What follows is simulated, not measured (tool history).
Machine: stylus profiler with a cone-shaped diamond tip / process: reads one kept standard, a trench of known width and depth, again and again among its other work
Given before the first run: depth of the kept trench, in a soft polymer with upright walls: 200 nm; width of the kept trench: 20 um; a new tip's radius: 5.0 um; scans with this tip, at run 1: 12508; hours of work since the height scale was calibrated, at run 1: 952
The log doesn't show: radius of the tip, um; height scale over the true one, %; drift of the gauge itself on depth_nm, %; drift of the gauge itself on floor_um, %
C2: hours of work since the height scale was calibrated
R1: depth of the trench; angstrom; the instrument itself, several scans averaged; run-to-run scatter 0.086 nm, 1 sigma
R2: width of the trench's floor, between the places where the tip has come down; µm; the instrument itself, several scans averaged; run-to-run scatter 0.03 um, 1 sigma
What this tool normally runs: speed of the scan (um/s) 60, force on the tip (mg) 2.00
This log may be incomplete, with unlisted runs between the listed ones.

run 1 hour=0.0 | speed_of_the_scan_(um/s)=60 force_on_the_tip_(mg)=2.00 | scans_with_this_tip=12508 C2=952 | R1=2006.2 R2=15.55
run 2 hour=13.7 | speed_of_the_scan_(um/s)=60 force_on_the_tip_(mg)=2.00 | scans_with_this_tip=12589 C2=958 | R1=2006.1 R2=15.53
run 3 hour=41.5 | speed_of_the_scan_(um/s)=60 force_on_the_tip_(mg)=2.00 | scans_with_this_tip=12756 C2=970 | R1=2005.3 R2=15.49
run 4 hour=61.7 | speed_of_the_scan_(um/s)=60 force_on_the_tip_(mg)=2.00 | scans_with_this_tip=12877 C2=980 | R1=2005.0 R2=15.47
run 5 hour=76.5 | speed_of_the_scan_(um/s)=60 force_on_the_tip_(mg)=2.00 | scans_with_this_tip=12966 C2=986 | R1=2004.1 R2=15.53
run 6 hour=103.0 | speed_of_the_scan_(um/s)=60 force_on_the_tip_(mg)=2.00 | scans_with_this_tip=13125 C2=999 | R1=2005.4 R2=15.48
run 7 hour=128.7 | speed_of_the_scan_(um/s)=60 force_on_the_tip_(mg)=2.00 | scans_with_this_tip=13280 C2=1010 | R1=2004.2 R2=15.42
run 8 hour=144.1 | speed_of_the_scan_(um/s)=60 force_on_the_tip_(mg)=2.00 | scans_with_this_tip=13372 C2=1017 | R1=2005.5 R2=15.46
run 9 hour=158.4 | speed_of_the_scan_(um/s)=60 force_on_the_tip_(mg)=2.00 | scans_with_this_tip=13458 C2=1024 | R1=2003.5 R2=15.49
run 10 hour=183.7 | speed_of_the_scan_(um/s)=60 force_on_the_tip_(mg)=3.68 | scans_with_this_tip=13609 C2=1035 | R1=2011.9 R2=15.48
-- hour=186.8 height scale calibrated on a step standard
run 11 hour=211.2 | speed_of_the_scan_(um/s)=60 force_on_the_tip_(mg)=2.00 | scans_with_this_tip=13771 C2=11 | R1=2003.2 R2=15.40
run 12 hour=239.2 | speed_of_the_scan_(um/s)=60 force_on_the_tip_(mg)=2.00 | scans_with_this_tip=13939 C2=24 | R1=2002.7 R2=15.36
run 13 hour=259.1 | speed_of_the_scan_(um/s)=18 force_on_the_tip_(mg)=2.23 | scans_with_this_tip=14058 C2=33 | R1=2003.0 R2=15.45
run 14 hour=279.6 | speed_of_the_scan_(um/s)=18 force_on_the_tip_(mg)=2.23 | scans_with_this_tip=14181 C2=42 | R1=2003.2 R2=15.52
run 15 hour=305.4 | speed_of_the_scan_(um/s)=18 force_on_the_tip_(mg)=2.23 | scans_with_this_tip=14336 C2=54 | R1=2003.9 R2=15.50
-- hour=308.5 height scale calibrated on a step standard, once more
run 16 hour=327.5 | speed_of_the_scan_(um/s)=18 force_on_the_tip_(mg)=1.07 | scans_with_this_tip=14466 C2=9 | R1=2006.7 R2=15.46
run 17 hour=347.4 | speed_of_the_scan_(um/s)=18 force_on_the_tip_(mg)=1.07 | scans_with_this_tip=14585 C2=18 | R1=2010.3 R2=15.45
run 18 hour=368.4 | speed_of_the_scan_(um/s)=100 force_on_the_tip_(mg)=1.05 | scans_with_this_tip=14711 C2=27 | R1=2010.0 R2=15.14
run 19 hour=382.1 | speed_of_the_scan_(um/s)=100 force_on_the_tip_(mg)=1.05 | scans_with_this_tip=14793 C2=34 | R1=2008.8 R2=15.14
run 20 hour=401.6 | speed_of_the_scan_(um/s)=100 force_on_the_tip_(mg)=1.05 | scans_with_this_tip=14910 C2=42 | R1=2009.1 R2=15.13
run 21 hour=418.5 | speed_of_the_scan_(um/s)=28 force_on_the_tip_(mg)=3.01 | scans_with_this_tip=15012 C2=50 | R1=2017.1 R2=15.31
run 22 hour=435.5 | speed_of_the_scan_(um/s)=28 force_on_the_tip_(mg)=3.01 | scans_with_this_tip=15113 C2=58 | R1=2017.4 R2=15.41

Consider 5 possible next runs. They are alternatives, not a sequence: every one starts from the tool as it was left by run 22. What does each give?
run A hour=456.3 | speed_of_the_scan_(um/s)=58 force_on_the_tip_(mg)=1.68 | scans_with_this_tip=15238 C2=67 | R1=? R2=?
run B hour=456.3 | speed_of_the_scan_(um/s)=83 force_on_the_tip_(mg)=0.88 | scans_with_this_tip=15238 C2=67 | R1=? R2=?
run C hour=456.3 | speed_of_the_scan_(um/s)=199 force_on_the_tip_(mg)=5.71 | scans_with_this_tip=15238 C2=67 | R1=? R2=?
run D hour=456.3 | speed_of_the_scan_(um/s)=34 force_on_the_tip_(mg)=2.00 | scans_with_this_tip=15238 C2=67 | R1=? R2=?
run E hour=456.3 | speed_of_the_scan_(um/s)=25 force_on_the_tip_(mg)=3.49 | scans_with_this_tip=15238 C2=67 | R1=? R2=?

run=A R1=2012.1 R2=15.21
run=B R1=2009.1 R2=15.13
run=C R1=2027.2 R2=15.18
run=D R1=2012.7 R2=15.35
run=E R1=2019.6 R2=15.37
Stripped of hidden state, with their random variation kept, the same runs would have yielded:
run=A R1=2012.0 R2=17.00
run=B R1=2009.0 R2=16.92
run=C R1=2027.2 R2=16.97
run=D R1=2012.7 R2=17.14
run=E R1=2019.5 R2=17.16
